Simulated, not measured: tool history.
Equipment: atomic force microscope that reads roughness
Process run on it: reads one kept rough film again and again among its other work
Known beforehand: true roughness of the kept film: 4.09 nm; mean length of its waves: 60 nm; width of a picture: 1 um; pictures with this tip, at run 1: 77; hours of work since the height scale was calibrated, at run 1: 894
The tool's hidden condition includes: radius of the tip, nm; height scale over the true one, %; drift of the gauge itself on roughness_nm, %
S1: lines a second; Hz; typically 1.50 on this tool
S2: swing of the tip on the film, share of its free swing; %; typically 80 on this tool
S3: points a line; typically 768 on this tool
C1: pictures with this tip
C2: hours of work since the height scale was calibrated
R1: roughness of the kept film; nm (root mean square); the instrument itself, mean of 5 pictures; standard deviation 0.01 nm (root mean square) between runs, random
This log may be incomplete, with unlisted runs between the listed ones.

{"run": 1, "hour": 0.0, "S1": 1.5, "S2": 80, "S3": 768, "C1": 77, "C2": 894, "R1": 3.551}
{"run": 2, "hour": 43.6, "S1": 1.5, "S2": 80, "S3": 768, "C1": 146, "C2": 924, "R1": 3.556}
{"run": 3, "hour": 71.6, "S1": 1.5, "S2": 80, "S3": 768, "C1": 191, "C2": 944, "R1": 3.557}
{"hour": 100.7, "done": "new tip fitted"}
{"run": 4, "hour": 116.3, "S1": 1.5, "S2": 59, "S3": 768, "C1": 25, "C2": 974, "R1": 3.865}
{"run": 5, "hour": 141.7, "S1": 1.5, "S2": 80, "S3": 768, "C1": 65, "C2": 991, "R1": 3.559}
{"run": 6, "hour": 178.3, "S1": 1.5, "S2": 80, "S3": 768, "C1": 124, "C2": 1017, "R1": 3.548}
{"run": 7, "hour": 227.0, "S1": 1.5, "S2": 61, "S3": 554, "C1": 201, "C2": 1050, "R1": 3.829}
{"hour": 251.6, "done": "new tip fitted"}
{"run": 8, "hour": 266.1, "S1": 1.5, "S2": 66, "S3": 634, "C1": 23, "C2": 1077, "R1": 3.787}
{"run": 9, "hour": 311.6, "S1": 2.29, "S2": 68, "S3": 379, "C1": 96, "C2": 1108, "R1": 3.612}
{"run": 10, "hour": 356.9, "S1": 1.5, "S2": 71, "S3": 390, "C1": 168, "C2": 1139, "R1": 3.712}

5 ways to go on from here, each from the tool as it stands after run 10. What would each give?
{"run": "A", "hour": 377.2, "S1": 1.86, "S2": 71, "S3": 729, "C1": 201, "C2": 1153, "R1": "?"}
{"run": "B", "hour": 377.2, "S1": 1.34, "S2": 82, "S3": 476, "C1": 201, "C2": 1153, "R1": "?"}
{"run": "C", "hour": 377.2, "S1": 0.52, "S2": 71, "S3": 470, "C1": 201, "C2": 1153, "R1": "?"}
{"run": "D", "hour": 377.2, "S1": 1.5, "S2": 80, "S3": 524, "C1": 201, "C2": 1153, "R1": "?"}
{"run": "E", "hour": 377.2, "S1": 0.78, "S2": 66, "S3": 768, "C1": 201, "C2": 1153, "R1": "?"}

run=A R1=3.637
run=B R1=3.573
run=C R1=3.862
run=D R1=3.557
run=E R1=3.904
What these runs would have given with no unlogged condition in the tool:
run=A R1=3.640
run=B R1=3.576
run=C R1=3.865
run=D R1=3.559
run=E R1=3.907
